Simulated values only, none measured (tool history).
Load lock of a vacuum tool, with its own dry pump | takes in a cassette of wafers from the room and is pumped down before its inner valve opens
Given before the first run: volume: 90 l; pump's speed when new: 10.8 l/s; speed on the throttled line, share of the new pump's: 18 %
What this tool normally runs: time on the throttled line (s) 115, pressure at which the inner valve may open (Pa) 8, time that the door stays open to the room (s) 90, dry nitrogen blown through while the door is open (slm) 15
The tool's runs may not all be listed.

| run | day | time on the throttled line (s) | pressure at which the inner valve may open (Pa) | time that the door stays open to the room (s) | dry nitrogen blown through while the door is open (slm) | incoming humidity of the room's air, % | time from the closed door until the inner valve may open (s) | rise of the pressure with all valves shut (Pa/min) |
|---|---|---|---|---|---|---|---|---|
| 1 | 0.000 | 115 | 8 | 90 | 15 | 42.5 | 179.3 | 0.034 |
| 2 | 1.688 | 115 | 8 | 65 | 15 | 44.2 | 182.0 | 0.026 |
| 3 | 4.075 | 115 | 8 | 65 | 15 | 45.8 | 182.4 | 0.030 |
| 4 | 6.996 | 88 | 8 | 90 | 15 | 43.4 | 160.8 | 0.036 |
| 5 | 10.642 | 88 | 8 | 90 | 15 | 45.2 | 159.6 | 0.036 |
| 6 | 13.012 | 115 | 8 | 153 | 15 | 40.0 | 182.6 | 0.040 |
| 7 | 16.583 | 115 | 8 | 153 | 15 | 46.3 | 182.8 | 0.060 |
| 8 | 18.638 | 115 | 8 | 153 | 15 | 44.3 | 181.8 | 0.051 |
| 9 | 20.779 | 115 | 8 | 153 | 15 | 43.3 | 179.8 | 0.049 |
| 10 | 22.458 | 115 | 13 | 90 | 15 | 45.6 | 177.8 | 0.038 |
| 11 | 25.083 | 115 | 13 | 90 | 15 | 46.3 | 176.4 | 0.046 |
| 12 | 28.829 | 115 | 8 | 27 | 15 | 43.9 | 181.4 | 0.020 |
| 13 | 30.792 | 115 | 8 | 27 | 15 | 44.8 | 182.9 | 0.021 |
| 14 | 32.583 | 115 | 8 | 27 | 15 | 44.9 | 182.4 | 0.023 |
| 15 | 36.496 | 224 | 8 | 28 | 15 | 46.4 | 268.9 | 0.020 |
| 16 | 38.871 | 224 | 8 | 28 | 15 | 46.4 | 268.6 | 0.022 |
| 17 | 42.288 | 63 | 8 | 90 | 7 | 46.7 | 142.8 | 0.056 |
| 18 | 45.283 | 157 | 14 | 33 | 36 | 43.5 | 213.6 | 0.019 |
| 19 | 47.183 | 75 | 8 | 58 | 25 | 45.7 | 151.9 | 0.024 |

What will run 20 give?
| 20 | 49.500 | 75 | 8 | 58 | 25 | 43.8 | ? | ? |

Run 20 gave time from the closed door until the inner valve may open (s) 152.0, rise of the pressure with all valves shut (Pa/min) 0.027.
Had the tool carried no hidden state, the very same run would have given time from the closed door until the inner valve may open (s) 141.0, rise of the pressure with all valves shut (Pa/min) 0.018.
